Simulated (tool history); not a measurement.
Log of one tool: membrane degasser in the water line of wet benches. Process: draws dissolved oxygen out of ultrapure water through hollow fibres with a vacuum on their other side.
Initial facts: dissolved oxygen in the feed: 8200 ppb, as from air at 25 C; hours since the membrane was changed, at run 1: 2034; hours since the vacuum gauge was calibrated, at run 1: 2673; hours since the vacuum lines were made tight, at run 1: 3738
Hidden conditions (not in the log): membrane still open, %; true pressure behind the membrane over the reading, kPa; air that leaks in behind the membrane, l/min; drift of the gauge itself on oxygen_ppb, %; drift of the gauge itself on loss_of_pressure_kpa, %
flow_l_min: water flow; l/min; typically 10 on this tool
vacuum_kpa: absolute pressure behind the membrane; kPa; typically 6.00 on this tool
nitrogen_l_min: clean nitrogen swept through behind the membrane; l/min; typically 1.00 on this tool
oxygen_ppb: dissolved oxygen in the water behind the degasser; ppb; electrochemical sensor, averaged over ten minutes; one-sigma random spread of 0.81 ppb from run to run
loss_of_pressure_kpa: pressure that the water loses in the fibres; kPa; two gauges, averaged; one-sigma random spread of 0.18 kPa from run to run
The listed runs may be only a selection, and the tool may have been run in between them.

run,hour,flow_l_min,vacuum_kpa,nitrogen_l_min,hours since the membrane was changed,hours since the vacuum gauge was calibrated,hours since the vacuum lines were made tight,oxygen_ppb,loss_of_pressure_kpa
1,0.0,10,6.00,1.00,2034,2673,3738,76.6,33.26
2,35.5,10,6.00,1.00,2070,2709,3773,76.2,33.25
3,104.3,10,6.00,1.00,2139,2777,3842,74.9,32.97
4,147.0,10,6.00,1.00,2181,2820,3885,74.7,32.98
5,213.7,10,6.00,1.00,2248,2887,3952,75.7,33.01
6,253.6,10,6.00,1.00,2288,2927,3992,73.8,32.61
7,292.4,10,6.00,1.00,2327,2965,4030,74.9,33.17
8,348.1,10,6.00,1.00,2382,3021,4086,72.6,33.18
9,401.8,10,6.00,1.00,2436,3075,4140,75.3,32.88
# hour 414.8: vacuum gauge calibrated
10,447.8,10,6.00,1.00,2482,33,4185,76.6,33.06
11,515.0,10,4.43,1.00,2549,100,4252,38.2,33.11
12,576.4,10,4.43,1.00,2610,162,4314,38.4,33.06
13,619.6,10,4.43,1.00,2653,205,4357,39.0,33.06
14,651.9,10,4.43,1.00,2686,237,4389,38.4,32.70
15,714.8,10,4.67,1.00,2749,300,4452,43.7,32.52
16,775.8,9,3.97,1.58,2810,361,4513,16.4,29.46
17,830.0,9,3.97,1.58,2864,415,4567,16.5,29.41
18,870.1,6,9.08,0.57,2904,455,4608,144.7,19.55
19,921.3,10,13.61,2.00,2955,506,4659,134.5,32.54
20,961.0,9,13.61,0.45,2995,546,4698,451.7,29.53
21,998.0,9,13.61,0.45,3032,583,4735,452.5,29.28
22,1055.4,10,6.00,1.93,3089,641,4793,44.7,32.56
23,1119.9,9,6.92,0.93,3154,705,4857,90.0,29.58
24,1167.0,9,6.92,0.93,3201,752,4904,91.9,29.54
25,1211.2,10,4.54,1.09,3245,796,4949,39.7,32.79
26,1281.7,10,4.54,1.09,3315,867,5019,38.0,32.64
27,1337.2,10,5.69,0.81,3371,922,5075,82.0,32.46

3 ways to go on from here, each from the tool as it stands after run 27. What would each give?
A,1378.6,9,6.00,1.00,3412,964,5116,?,?
B,1378.6,7,6.00,2.85,3412,964,5116,?,?
C,1378.6,11,13.62,0.63,3412,964,5116,?,?

run,oxygen_ppb,loss_of_pressure_kpa
A,66.1,29.21
B,18.6,22.80
C,407.7,35.56
With the hidden condition removed and each run's random variation left untouched, the same runs would have given:
run,oxygen_ppb,loss_of_pressure_kpa
A,66.0,29.83
B,18.6,23.29
C,407.6,36.32
